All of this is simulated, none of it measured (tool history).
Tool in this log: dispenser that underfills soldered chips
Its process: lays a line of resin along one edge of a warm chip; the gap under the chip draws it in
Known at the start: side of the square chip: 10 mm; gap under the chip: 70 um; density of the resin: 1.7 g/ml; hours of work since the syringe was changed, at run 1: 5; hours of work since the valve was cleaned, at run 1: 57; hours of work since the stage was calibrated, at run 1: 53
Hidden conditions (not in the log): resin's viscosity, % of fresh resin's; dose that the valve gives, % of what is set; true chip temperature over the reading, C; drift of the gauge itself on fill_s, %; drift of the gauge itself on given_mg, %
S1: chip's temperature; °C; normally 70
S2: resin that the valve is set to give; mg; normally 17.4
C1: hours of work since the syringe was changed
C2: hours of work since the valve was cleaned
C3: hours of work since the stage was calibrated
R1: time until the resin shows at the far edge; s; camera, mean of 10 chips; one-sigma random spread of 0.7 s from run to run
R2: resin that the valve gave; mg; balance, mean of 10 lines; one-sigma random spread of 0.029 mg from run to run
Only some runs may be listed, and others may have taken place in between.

run	hour	S1	S2	C1	C2	C3	R1	R2
1	0.0	70	17.4	5	57	53	85.2	16.84
# hour 3.9: new syringe of resin
2	8.7	70	17.4	4	64	60	75.6	16.81
# hour 14.9: new syringe of resin
# hour 15.9: dispensing valve cleaned and set on the balance
3	17.0	70	17.4	1	1	65	65.1	17.39
# hour 26.5: new syringe of resin
4	27.7	70	17.4	1	9	73	65.4	17.31
# hour 36.8: new syringe of resin
5	37.1	70	17.4	0	16	81	62.3	17.22
6	43.7	70	17.4	5	22	86	84.6	17.16
# hour 47.0: new syringe of resin
7	53.8	80	17.4	5	29	94	51.9	17.11
# hour 57.6: new syringe of resin
8	60.3	62	17.4	2	34	99	105.3	17.04
# hour 67.5: new syringe of resin
9	70.4	62	17.4	2	42	106	109.6	17.00
# hour 77.9: new syringe of resin
10	83.1	83	17.4	4	52	116	42.8	16.89
# hour 88.0: new syringe of resin
11	91.6	83	17.4	3	58	123	39.7	16.90
# hour 98.2: new syringe of resin
12	101.4	70	17.4	3	66	130	72.8	16.75
# hour 105.2: dispensing valve cleaned and set on the balance
13	108.2	70	17.4	7	2	135	93.8	17.34
# hour 109.7: new syringe of resin
# hour 119.9: new syringe of resin
14	120.3	59	17.8	0	12	144	111.6	17.60
15	128.2	59	17.8	7	18	150	159.6	17.60
# hour 130.1: new syringe of resin
16	135.6	68	22.5	4	23	156	86.6	22.12
# hour 140.7: new syringe of resin
17	141.3	68	22.5	0	28	160	67.1	22.10
# hour 151.4: new syringe of resin
18	151.6	66	17.2	0	36	168	74.8	16.79
19	158.3	77	21.0	5	41	174	58.3	20.48
# hour 161.5: new syringe of resin
20	164.9	72	15.6	3	46	179	67.2	15.15
# hour 171.8: new syringe of resin
21	176.9	72	15.6	4	55	188	73.1	15.10
# hour 181.9: new syringe of resin
22	187.3	72	15.6	4	63	196	73.7	15.01
# hour 192.7: new syringe of resin
# hour 194.7: dispensing valve cleaned and set on the balance
23	198.7	80	17.4	4	3	204	45.8	17.44
# hour 203.9: new syringe of resin
24	207.9	70	17.7	3	10	211	73.1	17.64
# hour 213.9: new syringe of resin
25	220.0	70	17.7	5	20	220	79.9	17.60
# hour 224.4: new syringe of resin
26	228.0	70	20.7	3	26	226	70.5	20.57

Alternative continuations, all from the tool just after run 26; predict every row:
A	233.6	58	22.2	7	30	231	?	?
B	233.6	62	14.8	7	30	231	?	?
C	233.6	73	15.3	7	30	231	?	?
D	233.6	72	18.8	7	30	231	?	?

run	R1	R2
A	172.7	21.84
B	148.0	14.61
C	83.1	15.04
D	83.6	18.53
Take away the tool's hidden state, keep each run's random variation, and the runs would have read:
run	R1	R2
A	119.1	22.16
B	101.5	14.82
C	56.8	15.25
D	57.3	18.79
